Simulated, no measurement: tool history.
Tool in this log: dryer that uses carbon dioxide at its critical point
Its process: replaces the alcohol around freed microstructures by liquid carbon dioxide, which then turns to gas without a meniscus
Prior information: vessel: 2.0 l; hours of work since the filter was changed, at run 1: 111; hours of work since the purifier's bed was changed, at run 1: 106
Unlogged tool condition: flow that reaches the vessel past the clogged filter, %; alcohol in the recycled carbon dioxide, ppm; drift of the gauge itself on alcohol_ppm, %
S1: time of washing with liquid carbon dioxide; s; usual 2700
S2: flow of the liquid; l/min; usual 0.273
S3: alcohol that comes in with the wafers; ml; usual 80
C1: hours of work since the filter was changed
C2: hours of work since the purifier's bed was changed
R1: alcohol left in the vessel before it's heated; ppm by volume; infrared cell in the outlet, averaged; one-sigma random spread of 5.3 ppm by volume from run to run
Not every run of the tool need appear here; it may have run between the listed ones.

| run | hour | S1 | S2 | S3 | C1 | C2 | R1 |
|---|---|---|---|---|---|---|---|
| 1 | 0 | 2700 | 0.273 | 80 | 111 | 106 | 154 |
| 2 | 4.1 | 2700 | 0.273 | 80 | 113 | 107 | 160 |
| 3 | 11.2 | 2700 | 0.273 | 80 | 115 | 109 | 154 |
| 4 | 20.5 | 1920 | 0.273 | 80 | 118 | 112 | 730 |
| 5 | 25.9 | 1920 | 0.338 | 80 | 119 | 114 | 299 |
| 6 | 30.4 | 1920 | 0.338 | 80 | 121 | 115 | 290 |
| 7 | 39.2 | 2700 | 0.273 | 80 | 123 | 118 | 159 |
| 8 | 45.5 | 1800 | 0.273 | 80 | 125 | 120 | 944 |
| 9 | 53.1 | 1800 | 0.273 | 80 | 127 | 122 | 952 |
| 10 | 61.3 | 1800 | 0.273 | 80 | 130 | 125 | 945 |
| 11 | 66.9 | 1800 | 0.273 | 80 | 132 | 126 | 937 |
| 12 | 74.1 | 2700 | 0.273 | 97 | 134 | 128 | 199 |
| 13 | 82.7 | 2700 | 0.273 | 80 | 136 | 131 | 173 |
| 14 | 87 | 2700 | 0.273 | 80 | 138 | 132 | 167 |
| 15 | 93.8 | 2700 | 0.273 | 80 | 140 | 134 | 165 |
| 16 | 100.5 | 2700 | 0.285 | 80 | 142 | 136 | 136 |
| 17 | 107 | 2700 | 0.273 | 80 | 144 | 138 | 168 |
| 18 | 114.3 | 2700 | 0.273 | 80 | 146 | 141 | 177 |
| 19 | 123.9 | 2700 | 0.273 | 80 | 149 | 143 | 168 |
| 20 | 131.5 | 2700 | 0.273 | 80 | 151 | 146 | 183 |
| 21 | 135.6 | 2700 | 0.273 | 80 | 152 | 147 | 169 |
| 22 | 140.2 | 2700 | 0.273 | 80 | 154 | 148 | 187 |
| 23 | 149 | 2700 | 0.273 | 92 | 156 | 151 | 201 |
| 24 | 153.4 | 1860 | 0.269 | 36 | 158 | 152 | 440 |
| 25 | 162.3 | 3000 | 0.316 | 81 | 160 | 155 | 58 |
| 26 | 166.4 | 3000 | 0.244 | 32 | 162 | 156 | 96 |
| 27 | 174.1 | 2820 | 0.396 | 44 | 164 | 159 | 30 |
| 28 | 178.1 | 1680 | 0.396 | 74 | 165 | 160 | 266 |
| 29 | 183.5 | 1680 | 0.251 | 74 | 167 | 162 | 1535 |
| 30 | 187.7 | 4260 | 0.304 | 50 | 168 | 163 | 23 |
| 31 | 197.4 | 4260 | 0.304 | 50 | 171 | 166 | 35 |
| 32 | 205.5 | 1980 | 0.181 | 57 | 174 | 168 | 1937 |
| 33 | 215.1 | 1980 | 0.337 | 57 | 176 | 171 | 213 |
| 34 | 223.8 | 1980 | 0.337 | 57 | 179 | 174 | 220 |
| 35 | 232.9 | 3660 | 0.273 | 80 | 182 | 177 | 56 |
| 36 | 237.7 | 1980 | 0.273 | 73 | 183 | 178 | 680 |
| 37 | 243.2 | 3000 | 0.273 | 36 | 185 | 180 | 72 |
| 38 | 251.1 | 3000 | 0.273 | 36 | 187 | 182 | 76 |
| 39 | 259.7 | 1860 | 0.314 | 21 | 190 | 185 | 164 |
| 40 | 268.7 | 2160 | 0.442 | 27 | 193 | 187 | 42 |
| 41 | 277.4 | 2280 | 0.168 | 63 | 195 | 190 | 1879 |
| 42 | 285.9 | 2280 | 0.168 | 63 | 198 | 193 | 1898 |
| 43 | 293.2 | 2520 | 0.273 | 105 | 200 | 195 | 341 |
| 44 | 301.1 | 1620 | 0.288 | 105 | 203 | 197 | 1647 |
| 45 | 306.9 | 1740 | 0.373 | 46 | 204 | 199 | 213 |
| 46 | 316 | 3000 | 0.243 | 80 | 207 | 202 | 216 |

Forecast each of these 4 alternatives for the next run:
| A | 321.3 | 1920 | 0.273 | 48 | 209 | 203 | ? |
| B | 321.3 | 2340 | 0.243 | 26 | 209 | 203 | ? |
| C | 321.3 | 2160 | 0.3 | 76 | 209 | 203 | ? |
| D | 321.3 | 2280 | 0.273 | 70 | 209 | 203 | ? |

| run | R1 |
|---|---|
| A | 515 |
| B | 217 |
| C | 329 |
| D | 387 |
Without the tool's hidden state the same runs would have given:
| run | R1 |
|---|---|
| A | 363 |
| B | 139 |
| C | 207 |
| D | 257 |
